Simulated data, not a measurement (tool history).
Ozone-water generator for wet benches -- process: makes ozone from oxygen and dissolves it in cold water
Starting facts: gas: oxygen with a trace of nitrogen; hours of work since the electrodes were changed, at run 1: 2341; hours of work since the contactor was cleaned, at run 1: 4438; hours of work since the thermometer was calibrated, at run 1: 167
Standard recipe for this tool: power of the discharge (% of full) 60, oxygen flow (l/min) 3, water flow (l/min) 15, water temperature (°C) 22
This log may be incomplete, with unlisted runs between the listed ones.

run	day	power of the discharge (% of full)	oxygen flow (l/min)	water flow (l/min)	water temperature (°C)	hours of work since the electrodes were changed	hours of work since the contactor was cleaned	hours of work since the thermometer was calibrated	dissolved ozone (ppm)	ozone in the gas ahead of the water (g/m3)
1	0	60	3	15	22	2341	4438	167	13.2	134.8
2	1.85	60	3	15	22	2385	4483	211	13.2	136.6
3	4.779	60	4.75	15	22	2455	4553	281	13.7	112.7
4	7.604	60	3	15	22	2523	4620	349	12.9	135.5
5	9.362	60	3	15	22	2565	4662	391	13	134.5
6	11.767	60	3.66	15	22	2622	4719	448	13.2	124.7
7	14.733	60	3.66	15	22	2693	4790	519	13.4	125.3
8	16.896	70	3.66	15	22	2745	4842	571	15.5	143.4
9	19.567	60	3	15	22	2808	4906	634	13.3	135.9
10	21.033	60	4.52	15	22	2843	4941	669	13.7	112.4
11	22.721	60	3	15	15	2884	4981	710	14.3	134.3
12	24.775	45	2.2	11	16	2933	5030	759	13.1	118.2
13	27.946	44	1.69	13	22	3008	5106	835	9.8	128.5
14	30.95	60	4.96	22	22	3080	5178	906	10.4	109.4
15	32.688	60	4.96	22	22	3122	5219	948	10.6	107.7
16	35.596	60	2.72	16	22	3191	5289	1017	12.3	141.5
17	38.488	65	2.72	16	22	3260	5358	1086	13.1	152.5
18	40.479	65	2.72	16	22	3308	5405	1134	13.2	150.1
19	42.329	65	2.72	16	22	3352	5449	1178	13.1	151.5
20	44.371	98	2.72	16	22	3401	5498	1227	19.2	223.2
21	47.321	98	2.72	16	22	3471	5569	1297	19.1	224.6
22	49.979	48	1.97	15	20	3535	5632	1361	9.9	132

Consider 5 possible next runs. They are alternatives, not a sequence: every one starts from the tool as it was left by run 22. What does each give?
A	51.483	92	1.67	21	20	3571	5668	1397	?	?
B	51.483	60	3	10	18	3571	5668	1397	?	?
C	51.483	48	1.97	15	15	3571	5668	1397	?	?
D	51.483	43	3	15	22	3571	5668	1397	?	?
E	51.483	90	1.57	14	20	3571	5668	1397	?	?

run	dissolved ozone (ppm)	ozone in the gas ahead of the water (g/m3)
A	12.5	259.4
B	18.5	135.6
C	10.1	131.6
D	9.6	98.4
E	17.9	259.3
The same runs, with their run-to-run variation unchanged, on a tool lacking any hidden condition would have given:
run	dissolved ozone (ppm)	ozone in the gas ahead of the water (g/m3)
A	12.5	259.7
B	18.5	135.6
C	10.1	131.6
D	9.6	98.4
E	17.9	259.5
